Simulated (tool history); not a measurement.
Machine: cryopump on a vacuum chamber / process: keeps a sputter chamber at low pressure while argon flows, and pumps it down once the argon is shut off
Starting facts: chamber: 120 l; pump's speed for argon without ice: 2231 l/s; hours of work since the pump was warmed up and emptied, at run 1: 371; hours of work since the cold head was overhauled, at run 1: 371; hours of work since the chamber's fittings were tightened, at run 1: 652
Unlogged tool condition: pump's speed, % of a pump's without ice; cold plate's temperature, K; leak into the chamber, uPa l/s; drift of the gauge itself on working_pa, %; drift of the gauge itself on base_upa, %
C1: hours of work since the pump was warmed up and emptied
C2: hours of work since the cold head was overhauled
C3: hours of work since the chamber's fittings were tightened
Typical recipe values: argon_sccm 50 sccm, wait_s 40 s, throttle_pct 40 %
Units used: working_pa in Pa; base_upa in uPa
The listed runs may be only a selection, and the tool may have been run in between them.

{"run": 1, "hour": 0.0, "argon_sccm": 50, "wait_s": 40, "throttle_pct": 40, "C1": 371, "C2": 371, "C3": 652, "working_pa": 0.0985, "base_upa": 1.55}
{"run": 2, "hour": 30.7, "argon_sccm": 50, "wait_s": 40, "throttle_pct": 40, "C1": 390, "C2": 390, "C3": 672, "working_pa": 0.0982, "base_upa": 1.6}
{"run": 3, "hour": 57.5, "argon_sccm": 50, "wait_s": 58, "throttle_pct": 40, "C1": 407, "C2": 407, "C3": 689, "working_pa": 0.098, "base_upa": 1.23}
{"run": 4, "hour": 80.9, "argon_sccm": 50, "wait_s": 40, "throttle_pct": 40, "C1": 422, "C2": 422, "C3": 703, "working_pa": 0.0977, "base_upa": 1.58}
{"run": 5, "hour": 113.1, "argon_sccm": 50, "wait_s": 40, "throttle_pct": 40, "C1": 442, "C2": 442, "C3": 724, "working_pa": 0.0991, "base_upa": 1.64}
{"run": 6, "hour": 141.3, "argon_sccm": 50, "wait_s": 40, "throttle_pct": 19, "C1": 460, "C2": 460, "C3": 742, "working_pa": 0.2017, "base_upa": 1.62}
{"run": 7, "hour": 164.5, "argon_sccm": 50, "wait_s": 40, "throttle_pct": 16, "C1": 475, "C2": 475, "C3": 756, "working_pa": 0.2403, "base_upa": 1.58}
{"run": 8, "hour": 181.4, "argon_sccm": 50, "wait_s": 50, "throttle_pct": 40, "C1": 486, "C2": 486, "C3": 767, "working_pa": 0.0978, "base_upa": 1.38}
{"run": 9, "hour": 203.2, "argon_sccm": 50, "wait_s": 50, "throttle_pct": 40, "C1": 499, "C2": 499, "C3": 781, "working_pa": 0.099, "base_upa": 1.39}
{"run": 10, "hour": 227.0, "argon_sccm": 50, "wait_s": 50, "throttle_pct": 40, "C1": 514, "C2": 514, "C3": 796, "working_pa": 0.0986, "base_upa": 1.4}
{"run": 11, "hour": 252.4, "argon_sccm": 50, "wait_s": 40, "throttle_pct": 40, "C1": 530, "C2": 530, "C3": 812, "working_pa": 0.0979, "base_upa": 1.62}
{"run": 12, "hour": 283.8, "argon_sccm": 50, "wait_s": 40, "throttle_pct": 40, "C1": 550, "C2": 550, "C3": 832, "working_pa": 0.0989, "base_upa": 1.61}
{"run": 13, "hour": 298.4, "argon_sccm": 50, "wait_s": 40, "throttle_pct": 40, "C1": 559, "C2": 559, "C3": 841, "working_pa": 0.0988, "base_upa": 1.64}
{"run": 14, "hour": 318.2, "argon_sccm": 50, "wait_s": 40, "throttle_pct": 40, "C1": 572, "C2": 572, "C3": 853, "working_pa": 0.099, "base_upa": 1.6}
{"run": 15, "hour": 338.1, "argon_sccm": 50, "wait_s": 40, "throttle_pct": 40, "C1": 584, "C2": 584, "C3": 866, "working_pa": 0.0991, "base_upa": 1.66}
{"run": 16, "hour": 363.5, "argon_sccm": 50, "wait_s": 40, "throttle_pct": 40, "C1": 600, "C2": 600, "C3": 882, "working_pa": 0.0982, "base_upa": 1.63}
{"run": 17, "hour": 390.7, "argon_sccm": 50, "wait_s": 40, "throttle_pct": 23, "C1": 618, "C2": 618, "C3": 899, "working_pa": 0.1682, "base_upa": 1.66}
{"run": 18, "hour": 421.8, "argon_sccm": 54, "wait_s": 40, "throttle_pct": 39, "C1": 637, "C2": 637, "C3": 919, "working_pa": 0.1094, "base_upa": 1.66}
{"run": 19, "hour": 452.4, "argon_sccm": 27, "wait_s": 136, "throttle_pct": 40, "C1": 657, "C2": 657, "C3": 938, "working_pa": 0.0528, "base_upa": 0.91}
{"run": 20, "hour": 477.9, "argon_sccm": 63, "wait_s": 40, "throttle_pct": 40, "C1": 673, "C2": 673, "C3": 954, "working_pa": 0.1266, "base_upa": 1.72}
{"run": 21, "hour": 509.9, "argon_sccm": 63, "wait_s": 40, "throttle_pct": 40, "C1": 693, "C2": 693, "C3": 974, "working_pa": 0.1262, "base_upa": 1.74}
{"run": 22, "hour": 524.0, "argon_sccm": 63, "wait_s": 147, "throttle_pct": 48, "C1": 702, "C2": 702, "C3": 983, "working_pa": 0.1048, "base_upa": 0.87}
{"run": 23, "hour": 540.8, "argon_sccm": 63, "wait_s": 147, "throttle_pct": 48, "C1": 712, "C2": 712, "C3": 994, "working_pa": 0.1047, "base_upa": 0.86}
{"run": 24, "hour": 562.8, "argon_sccm": 63, "wait_s": 108, "throttle_pct": 40, "C1": 726, "C2": 726, "C3": 1008, "working_pa": 0.1252, "base_upa": 0.99}
{"run": 25, "hour": 591.5, "argon_sccm": 50, "wait_s": 40, "throttle_pct": 21, "C1": 744, "C2": 744, "C3": 1026, "working_pa": 0.1861, "base_upa": 1.76}
{"run": 26, "hour": 623.7, "argon_sccm": 50, "wait_s": 40, "throttle_pct": 23, "C1": 765, "C2": 765, "C3": 1046, "working_pa": 0.1693, "base_upa": 1.75}
{"run": 27, "hour": 638.7, "argon_sccm": 82, "wait_s": 292, "throttle_pct": 20, "C1": 774, "C2": 774, "C3": 1056, "working_pa": 0.3197, "base_upa": 0.76}
{"run": 28, "hour": 666.2, "argon_sccm": 82, "wait_s": 292, "throttle_pct": 20, "C1": 792, "C2": 792, "C3": 1073, "working_pa": 0.3203, "base_upa": 0.77}
{"run": 29, "hour": 697.0, "argon_sccm": 69, "wait_s": 228, "throttle_pct": 50, "C1": 811, "C2": 811, "C3": 1092, "working_pa": 0.1126, "base_upa": 0.74}
{"run": 30, "hour": 727.6, "argon_sccm": 69, "wait_s": 152, "throttle_pct": 19, "C1": 830, "C2": 830, "C3": 1112, "working_pa": 0.2826, "base_upa": 0.95}
{"run": 31, "hour": 753.1, "argon_sccm": 62, "wait_s": 152, "throttle_pct": 49, "C1": 846, "C2": 846, "C3": 1128, "working_pa": 0.1039, "base_upa": 0.92}
{"run": 32, "hour": 770.6, "argon_sccm": 62, "wait_s": 152, "throttle_pct": 49, "C1": 857, "C2": 857, "C3": 1139, "working_pa": 0.1046, "base_upa": 0.98}
{"run": 33, "hour": 802.8, "argon_sccm": 61, "wait_s": 32, "throttle_pct": 48, "C1": 878, "C2": 878, "C3": 1159, "working_pa": 0.1032, "base_upa": 2.13}
{"run": 34, "hour": 830.6, "argon_sccm": 59, "wait_s": 258, "throttle_pct": 48, "C1": 895, "C2": 895, "C3": 1177, "working_pa": 0.1003, "base_upa": 0.85}

Branching from run 34: 3 alternative next runs. What would each branch give?
{"run": "A", "hour": 857.2, "argon_sccm": 41, "wait_s": 40, "throttle_pct": 31, "C1": 912, "C2": 912, "C3": 1193, "working_pa": "?", "base_upa": "?"}
{"run": "B", "hour": 857.2, "argon_sccm": 51, "wait_s": 38, "throttle_pct": 21, "C1": 912, "C2": 912, "C3": 1193, "working_pa": "?", "base_upa": "?"}
{"run": "C", "hour": 857.2, "argon_sccm": 50, "wait_s": 233, "throttle_pct": 40, "C1": 912, "C2": 912, "C3": 1193, "working_pa": "?", "base_upa": "?"}

run=A working_pa=0.1048 base_upa=1.83
run=B working_pa=0.1901 base_upa=1.90
run=C working_pa=0.1011 base_upa=0.90
The same runs, with their run-to-run variation unchanged, on a tool lacking any hidden condition would have given:
run=A working_pa=0.0993 base_upa=1.28
run=B working_pa=0.1833 base_upa=1.35
run=C working_pa=0.0944 base_upa=0.33
